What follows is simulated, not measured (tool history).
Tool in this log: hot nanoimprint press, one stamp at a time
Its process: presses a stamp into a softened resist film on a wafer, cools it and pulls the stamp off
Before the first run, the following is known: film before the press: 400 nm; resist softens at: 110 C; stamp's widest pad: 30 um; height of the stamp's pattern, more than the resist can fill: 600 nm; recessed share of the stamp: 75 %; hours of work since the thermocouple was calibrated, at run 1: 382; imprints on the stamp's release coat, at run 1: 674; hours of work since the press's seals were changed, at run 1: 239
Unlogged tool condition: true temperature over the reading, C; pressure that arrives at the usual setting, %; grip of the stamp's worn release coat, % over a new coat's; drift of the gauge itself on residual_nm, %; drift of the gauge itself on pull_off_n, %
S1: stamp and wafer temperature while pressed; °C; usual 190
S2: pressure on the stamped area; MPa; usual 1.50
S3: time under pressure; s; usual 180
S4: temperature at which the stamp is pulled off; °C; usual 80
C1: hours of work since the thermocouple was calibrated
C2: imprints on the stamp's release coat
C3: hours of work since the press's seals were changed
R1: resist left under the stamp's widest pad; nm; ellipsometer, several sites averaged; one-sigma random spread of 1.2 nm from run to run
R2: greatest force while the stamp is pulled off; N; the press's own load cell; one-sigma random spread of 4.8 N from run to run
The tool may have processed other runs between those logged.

Run 1, day 0.000: usual settings; C1 382; C2 674; C3 239. Result: R1 187.1 nm, R2 301 N.
Run 2, day 0.596: usual settings but S4 77 °C; C1 391; C2 744; C3 248. Result: R1 187.5 nm, R2 312 N.
Run 3, day 1.133: usual settings but S4 77 °C; C1 400; C2 808; C3 257. Result: R1 188.9 nm, R2 320 N.
Run 4, day 1.579: usual settings but S3 167 s; C1 407; C2 860; C3 264. Result: R1 192.5 nm, R2 320 N.
Run 5, day 1.896: usual settings but S3 95 s; C1 412; C2 898; C3 269. Result: R1 233.0 nm, R2 322 N.
Run 6, day 2.496: usual settings but S3 95 s; C1 421; C2 969; C3 278. Result: R1 231.3 nm, R2 331 N.
Run 7, day 3.054: usual settings but S2 1.38 MPa; C1 430; C2 1034; C3 287. Result: R1 197.3 nm, R2 332 N.
Run 8, day 3.488: usual settings but S3 273 s; C1 437; C2 1086; C3 294. Result: R1 162.8 nm, R2 331 N.
At day 3.642: plate thermocouple calibrated.
Run 9, day 3.896: usual settings but S3 273 s; C1 4; C2 1120; C3 298. Result: R1 167.9 nm, R2 349 N.
Run 10, day 4.346: usual settings but S3 273 s; C1 11; C2 1172; C3 306. Result: R1 168.5 nm, R2 356 N.
Run 11, day 4.600: usual settings but S3 273 s; C1 15; C2 1202; C3 309. Result: R1 167.6 nm, R2 349 N.
At day 4.754: plate thermocouple calibrated, once more.
At day 5.058: stamp cleaned and given a new release coat.
Run 12, day 5.538: usual settings but S3 212 s; C1 8; C2 57; C3 318. Result: R1 173.2 nm, R2 245 N.
Run 13, day 5.792: usual settings but S3 135 s; C1 12; C2 87; C3 322. Result: R1 204.4 nm, R2 247 N.
Run 14, day 6.246: usual settings but S3 135 s; C1 20; C2 141; C3 330. Result: R1 202.2 nm, R2 247 N.
Run 15, day 6.758: usual settings but S3 135 s; C1 28; C2 202; C3 338. Result: R1 202.0 nm, R2 260 N.
Run 16, day 7.067: usual settings but S1 200 °C, S4 66 °C; C1 33; C2 238; C3 343. Result: R1 138.0 nm, R2 279 N.
Run 17, day 7.454: usual settings but S1 196 °C, S4 68 °C; C1 39; C2 284; C3 349. Result: R1 154.8 nm, R2 270 N.
Run 18, day 7.958: usual settings but S1 183 °C, S2 1.99 MPa, S3 279 s, S4 82 °C; C1 47; C2 343; C3 357. Result: R1 172.0 nm, R2 254 N.
Run 19, day 8.433: usual settings but S2 1.32 MPa, S4 85 °C; C1 54; C2 399; C3 364. Result: R1 196.9 nm, R2 271 N.
Run 20, day 8.721: usual settings but S1 195 °C, S2 1.07 MPa, S3 135 s, S4 85 °C; C1 59; C2 433; C3 369. Result: R1 209.5 nm, R2 264 N.
Run 21, day 9.233: usual settings but S2 1.91 MPa, S4 81 °C; C1 67; C2 494; C3 377. Result: R1 164.2 nm, R2 280 N.
Run 22, day 9.667: usual settings but S2 1.36 MPa, S3 150 s, S4 87 °C; C1 73; C2 545; C3 383. Result: R1 208.0 nm, R2 277 N.
Run 23, day 9.938: usual settings but S2 1.10 MPa, S3 150 s, S4 87 °C; C1 78; C2 577; C3 388. Result: R1 230.3 nm, R2 276 N.
Run 24, day 10.358: usual settings but S2 1.10 MPa, S3 150 s, S4 87 °C; C1 84; C2 627; C3 394. Result: R1 228.1 nm, R2 286 N.
Run 25, day 10.867: usual settings but S3 110 s, S4 78 °C; C1 92; C2 687; C3 402. Result: R1 215.7 nm, R2 301 N.
Run 26, day 11.188: usual settings but S1 181 °C, S3 110 s, S4 78 °C; C1 97; C2 725; C3 407. Result: R1 277.2 nm, R2 297 N.
Run 27, day 11.596: usual settings but S2 1.48 MPa, S3 282 s; C1 104; C2 773; C3 414. Result: R1 160.5 nm, R2 304 N.
Run 28, day 11.900: usual settings but S1 200 °C, S2 1.47 MPa, S3 282 s, S4 78 °C; C1 109; C2 809; C3 419. Result: R1 119.6 nm, R2 316 N.
Run 29, day 12.404: usual settings but S1 196 °C, S2 2.07 MPa; C1 117; C2 869; C3 427. Result: R1 130.9 nm, R2 311 N.

Per-run results on a tool with no hidden state, each run keeping its own random variation:
run     R1   R2
  1  179.1  236
  2  179.2  239
  3  180.3  240
  4  183.8  236
  5  223.3  235
  6  221.4  236
  7  187.9  232
  8  154.2  228
  9  155.9  237
 10  156.4  238
 11  155.4  231
 12  170.2  240
 13  200.8  239
 14  198.5  234
 15  198.1  242
 16  134.9  255
 17  151.3  243
 18  166.9  224
 19  192.6  234
 20  205.7  226
 21  159.0  234
 22  203.0  227
 23  225.7  225
 24  223.4  229
 25  209.9  236
 26  270.8  230
 27  155.3  232
 28  115.7  237
 29  125.3  230
